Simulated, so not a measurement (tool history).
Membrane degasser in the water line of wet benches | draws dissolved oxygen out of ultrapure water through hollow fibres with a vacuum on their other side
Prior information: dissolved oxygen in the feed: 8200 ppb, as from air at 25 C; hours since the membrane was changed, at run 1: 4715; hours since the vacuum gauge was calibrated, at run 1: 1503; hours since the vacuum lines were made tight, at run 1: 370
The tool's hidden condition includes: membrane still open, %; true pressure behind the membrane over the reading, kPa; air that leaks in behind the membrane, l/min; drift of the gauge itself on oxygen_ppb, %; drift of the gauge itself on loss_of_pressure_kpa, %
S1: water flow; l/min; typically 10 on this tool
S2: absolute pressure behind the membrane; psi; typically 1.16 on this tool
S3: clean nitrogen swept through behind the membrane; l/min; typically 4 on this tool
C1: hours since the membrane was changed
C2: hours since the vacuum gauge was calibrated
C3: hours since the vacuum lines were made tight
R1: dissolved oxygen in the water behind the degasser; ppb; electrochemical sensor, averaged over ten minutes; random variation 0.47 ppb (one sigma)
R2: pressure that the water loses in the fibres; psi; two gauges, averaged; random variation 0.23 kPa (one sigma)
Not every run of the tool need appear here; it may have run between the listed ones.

run 1 hour=0 | S1=10 S2=1.16 S3=4 | C1=4715 C2=1503 C3=370 | R1=37.9 R2=8.828
run 2 hour=160.8 | S1=10 S2=1.16 S3=4 | C1=4875 C2=1664 C3=531 | R1=38.3 R2=8.836
run 3 hour=368.1 | S1=10 S2=1.16 S3=4 | C1=5083 C2=1871 C3=738 | R1=37.5 R2=8.83
run 4 hour=598.1 | S1=10 S2=1.16 S3=4 | C1=5313 C2=2101 C3=968 | R1=37.3 R2=8.807
run 5 hour=728.8 | S1=10 S2=1.16 S3=4 | C1=5443 C2=2232 C3=1099 | R1=38.7 R2=8.827
run 6 hour=826.3 | S1=10 S2=1.16 S3=2.6 | C1=5541 C2=2329 C3=1196 | R1=54.3 R2=8.776
run 7 hour=1046.2 | S1=10 S2=1.16 S3=4 | C1=5761 C2=2549 C3=1416 | R1=38.7 R2=8.826
run 8 hour=1210.7 | S1=10 S2=1.774 S3=4 | C1=5925 C2=2714 C3=1581 | R1=65.1 R2=8.792
run 9 hour=1386.3 | S1=7 S2=1.774 S3=4 | C1=6101 C2=2889 C3=1756 | R1=41.3 R2=6.163
run 10 hour=1514.1 | S1=10 S2=1.16 S3=4.65 | C1=6229 C2=3017 C3=1884 | R1=34 R2=8.827
run 11 hour=1632.5 | S1=10 S2=1.796 S3=4 | C1=6347 C2=3135 C3=2002 | R1=65.5 R2=8.849
run 12 hour=1801.9 | S1=10 S2=1.796 S3=4 | C1=6516 C2=3305 C3=2172 | R1=66.4 R2=8.781
run 13 hour=1993.4 | S1=10 S2=1.796 S3=4 | C1=6708 C2=3496 C3=2363 | R1=65.1 R2=8.782
run 14 hour=2207.9 | S1=10 S2=1.16 S3=4 | C1=6923 C2=3711 C3=2578 | R1=39.6 R2=8.83
-- hour=2301.1 vacuum gauge calibrated
run 15 hour=2376.4 | S1=10 S2=1.16 S3=4 | C1=7091 C2=75 C3=2746 | R1=38.1 R2=8.913
run 16 hour=2601.8 | S1=10 S2=1.16 S3=4 | C1=7316 C2=301 C3=2971 | R1=38 R2=8.844
run 17 hour=2695.1 | S1=10 S2=1.16 S3=4 | C1=7409 C2=394 C3=3065 | R1=38.5 R2=8.853
run 18 hour=2881.8 | S1=8 S2=1.859 S3=6.55 | C1=7596 C2=581 C3=3251 | R1=34.8 R2=7.124
run 19 hour=3051.4 | S1=8 S2=1.859 S3=6.55 | C1=7766 C2=750 C3=3421 | R1=35.3 R2=7.117
run 20 hour=3193.3 | S1=8 S2=1.859 S3=6.55 | C1=7907 C2=892 C3=3563 | R1=35.1 R2=7.126
run 21 hour=3397.2 | S1=8 S2=1.859 S3=6.55 | C1=8111 C2=1096 C3=3767 | R1=34.7 R2=7.092
run 22 hour=3523.5 | S1=9 S2=1.16 S3=4 | C1=8238 C2=1222 C3=3893 | R1=34 R2=7.99
run 23 hour=3622.6 | S1=9 S2=0.889 S3=4.12 | C1=8337 C2=1322 C3=3992 | R1=23.4 R2=8.026
run 24 hour=3762.2 | S1=16 S2=1.16 S3=2.2 | C1=8476 C2=1461 C3=4132 | R1=113.8 R2=14.218
run 25 hour=3979 | S1=8 S2=1.678 S3=4 | C1=8693 C2=1678 C3=4348 | R1=46.7 R2=7.126
run 26 hour=4086.7 | S1=15 S2=1.13 S3=6.25 | C1=8801 C2=1786 C3=4456 | R1=55.2 R2=13.42
run 27 hour=4258.5 | S1=7 S2=1.015 S3=2.32 | C1=8973 C2=1957 C3=4628 | R1=32.8 R2=6.264
run 28 hour=4449.9 | S1=7 S2=1.275 S3=2.74 | C1=9164 C2=2149 C3=4819 | R1=39.4 R2=6.312
run 29 hour=4611.4 | S1=13 S2=0.732 S3=5.25 | C1=9326 C2=2310 C3=4981 | R1=31 R2=11.673
run 30 hour=4704.2 | S1=13 S2=0.732 S3=5.25 | C1=9418 C2=2403 C3=5074 | R1=30.2 R2=11.686
run 31 hour=4863.8 | S1=16 S2=0.732 S3=2.2 | C1=9578 C2=2563 C3=5233 | R1=64.8 R2=14.347
run 32 hour=4983.9 | S1=11 S2=0.991 S3=6.82 | C1=9698 C2=2683 C3=5353 | R1=27.1 R2=9.884
run 33 hour=5102.2 | S1=11 S2=0.991 S3=11.57 | C1=9816 C2=2801 C3=5472 | R1=21 R2=9.823

Forecast each of these 3 alternatives for the next run:
run A hour=5275.1 | S1=11 S2=0.808 S3=11.57 | C1=9989 C2=2974 C3=5644 | R1=? R2=?
run B hour=5275.1 | S1=11 S2=1.16 S3=4 | C1=9989 C2=2974 C3=5644 | R1=? R2=?
run C hour=5275.1 | S1=11 S2=0.815 S3=11.57 | C1=9989 C2=2974 C3=5644 | R1=? R2=?

run=A R1=17.7 R2=9.903
run=B R1=44.5 R2=9.931
run=C R1=18.4 R2=9.867
Had the tool no hidden state, the same runs would have come out as:
run=A R1=14.3 R2=9.461
run=B R1=40.6 R2=9.488
run=C R1=14.9 R2=9.425
